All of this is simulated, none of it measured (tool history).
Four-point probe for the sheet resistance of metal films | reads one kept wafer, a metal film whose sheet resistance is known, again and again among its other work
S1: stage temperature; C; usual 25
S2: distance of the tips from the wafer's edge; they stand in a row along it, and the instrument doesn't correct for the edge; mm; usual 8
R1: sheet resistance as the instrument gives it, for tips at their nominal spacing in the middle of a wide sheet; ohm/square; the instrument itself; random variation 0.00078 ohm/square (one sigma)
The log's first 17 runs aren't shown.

Run 18, hour 564.7: usual settings but S1 24 C, S2 49 mm. Result: R1 3.88465 ohm/square.
Run 19, hour 606.4: usual settings but S1 24 C, S2 49 mm. Result: R1 3.883953 ohm/square.
At hour 626.1: stage's thermometer calibrated, once more.
Run 20, hour 648.4: usual settings but S1 28 C, S2 4 mm. Result: R1 3.922968 ohm/square.
Run 21, hour 672.2: usual settings but S1 27 C, S2 50 mm. Result: R1 3.886882 ohm/square.
Run 22, hour 708.7: usual settings but S1 34 C, S2 32 mm. Result: R1 3.903622 ohm/square.
Run 23, hour 731.5: usual settings but S1 32 C, S2 25 mm. Result: R1 3.899426 ohm/square.
Run 24, hour 768.2: usual settings but S1 23 C, S2 25 mm. Result: R1 3.879954 ohm/square.
Run 25, hour 798.1: usual settings but S1 26 C, S2 10 mm. Result: R1 3.890943 ohm/square.
Run 26, hour 830.7: usual settings but S1 24 C, S2 6 mm. Result: R1 3.89615 ohm/square.
Run 27, hour 853.7: usual settings but S1 18 C, S2 17 mm. Result: R1 3.870864 ohm/square.
Run 28, hour 875.6: usual settings but S2 62 mm. Result: R1 3.886128 ohm/square.
Run 29, hour 914.5: usual settings but S2 62 mm. Result: R1 3.886434 ohm/square.
Run 30, hour 938.4: usual settings but S1 21 C, S2 34 mm. Result: R1 3.877447 ohm/square.

Forecast each of these 3 alternatives for the next run:
Run A, hour 977.7: usual settings but S1 29 C. Result: R1 ?.
Run B, hour 977.7: usual settings but S1 21 C, S2 11 mm. Result: R1 ?.
Run C, hour 977.7: usual settings but S1 29 C, S2 12 mm. Result: R1 ?.

run        R1
  A  3.902855
  B  3.881919
  C  3.897103
Without the tool's hidden state the same runs would have given:
run        R1
  A  3.888891
  B  3.867969
  C  3.883159
